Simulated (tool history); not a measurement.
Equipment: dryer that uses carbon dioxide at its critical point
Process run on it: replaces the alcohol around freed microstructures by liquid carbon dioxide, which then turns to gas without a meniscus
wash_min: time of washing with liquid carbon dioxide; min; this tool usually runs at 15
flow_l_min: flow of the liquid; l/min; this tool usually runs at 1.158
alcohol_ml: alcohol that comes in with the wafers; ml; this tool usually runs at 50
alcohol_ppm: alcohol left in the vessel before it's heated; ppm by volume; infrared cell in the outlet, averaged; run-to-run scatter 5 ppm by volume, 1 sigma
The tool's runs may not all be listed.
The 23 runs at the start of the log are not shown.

run    hour  wash_min  flow_l_min  alcohol_ml  hours of work since the filter was changed  hours of work since the purifier's bed was changed  alcohol_ppm
 24   983.3        15       1.010          50                                          77                                                 674          127
 25  1011.7        13       1.010          89                                          93                                                 690          205
 26  1043.7        13       1.010          89                                         111                                                 708          220
 27  1069.5        13       1.010          89                                         125                                                 722          211
 28  1116.2        16       1.370          77                                         151                                                 748          146
 29  1155.2        16       1.370          22                                         173                                                 769          144
 30  1210.0        22       1.158          50                                         203                                                 800          151
 31  1238.5        22       1.158          50                                         219                                                 815          150
 32  1282.4        22       1.158          50                                         243                                                 840          161
 33  1336.9        22       1.158          50                                         273                                                 870          174
 34  1387.0        18       1.158          53                                         301                                                 898          174
 35  1422.2        18       1.158          53                                         320                                                 917          173
 36  1463.3        18       1.158          53                                         343                                                 940          178
 37  1501.2        18       1.158          53                                         364                                                 961          182
 38  1531.0        18       1.158          53                                         381                                                 977          181
 39  1589.5        10       1.900          50                                         413                                                1010          189
 40  1622.1        22       0.710          50                                         431                                                1028          214
     1677.7  -- purifier's bed changed
 41  1684.1        20       0.710          50                                         464                                                   4           48
 42  1725.7        20       0.710          50                                         487                                                  27           61
 43  1761.5        13       1.870          43                                         507                                                  46           19
     1812.1  -- inlet filter changed
 44  1815.1        13       1.870          43                                           2                                                  75           19
 45  1850.6        10       1.870          43                                          21                                                  95           23
 46  1887.0        15       1.890          55                                          41                                                 115           28
 47  1940.1        15       1.080          22                                          71                                                 145           34

Alternative continuations, all from the tool just after run 47; predict every row:
  A  1986.3        15       1.158          96                                          96                                                 170            ?
  B  1986.3         9       1.158          88                                          96                                                 170            ?
  C  1986.3        15       1.180          28                                          96                                                 170            ?
  D  1986.3        15       1.080          39                                          96                                                 170            ?

run  alcohol_ppm
  A           52
  B          342
  C           36
  D           43
Take away the tool's hidden state, keep each run's random variation, and the runs would have read:
run  alcohol_ppm
  A           19
  B          274
  C            4
  D            9

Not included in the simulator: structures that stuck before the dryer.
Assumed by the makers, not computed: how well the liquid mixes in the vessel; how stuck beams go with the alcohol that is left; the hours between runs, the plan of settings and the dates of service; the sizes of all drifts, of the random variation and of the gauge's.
